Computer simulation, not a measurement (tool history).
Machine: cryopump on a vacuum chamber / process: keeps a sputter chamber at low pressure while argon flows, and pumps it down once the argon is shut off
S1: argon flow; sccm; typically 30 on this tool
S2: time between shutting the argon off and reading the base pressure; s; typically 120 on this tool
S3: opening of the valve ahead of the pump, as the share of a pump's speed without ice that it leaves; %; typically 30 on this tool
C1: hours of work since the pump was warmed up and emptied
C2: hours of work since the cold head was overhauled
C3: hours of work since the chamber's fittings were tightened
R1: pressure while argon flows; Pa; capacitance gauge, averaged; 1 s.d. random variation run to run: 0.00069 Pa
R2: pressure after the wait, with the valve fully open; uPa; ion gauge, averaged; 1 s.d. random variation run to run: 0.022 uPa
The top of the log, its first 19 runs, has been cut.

run     day  S1   S2  S3   C1   C2    C3      R1    R2
 20  13.692  45  120  15  389  389  2368  0.3650  1.33
 21  14.454  45  120  15  398  398  2377  0.3633  1.35
     14.812  -- leaking fittings of the chamber tightened, without venting
 22  15.542  45  120  15  410  410     9  0.3628  0.64
 23  16.496  36   21  30  421  421    20  0.1499  2.34
 24  17.479  36   21  30  433  433    31  0.1489  2.25
 25  18.425  55  120  25  444  444    42  0.2706  0.67
 26  18.954  55  135  25  450  450    48  0.2704  0.64
 27  19.462  55  135  25  456  456    54  0.2692  0.65
 28  20.458  30   25  30  467  467    66  0.1241  2.11
 29  21.246  30   25  30  477  477    75  0.1245  2.02
 30  22.292  30   45  22  489  489    88  0.1669  1.22
     23.229  -- pump warmed up, emptied and cooled again
 31  23.471  15   89  47    3  500    99  0.0388  0.79
 32  23.954  15   89  47    8  506   105  0.0387  0.75
 33  24.733  43  261  47   18  515   114  0.1085  0.48
 34  25.483  12   28  16   26  524   122  0.0891  1.81

Branching from run 34: 3 alternative next runs. What would each branch give?
  A  26.408  30  120  30  37  535  133   ?   ?
  B  26.408  20  198  24  37  535  133   ?   ?
  C  26.408  29   28  24  37  535  133   ?   ?

run      R1    R2
  A  0.1198  0.62
  B  0.0986  0.49
  C  0.1439  1.84
With no hidden state in the tool, these same runs would have given:
run      R1    R2
  A  0.1190  0.53
  B  0.0980  0.41
  C  0.1431  1.75

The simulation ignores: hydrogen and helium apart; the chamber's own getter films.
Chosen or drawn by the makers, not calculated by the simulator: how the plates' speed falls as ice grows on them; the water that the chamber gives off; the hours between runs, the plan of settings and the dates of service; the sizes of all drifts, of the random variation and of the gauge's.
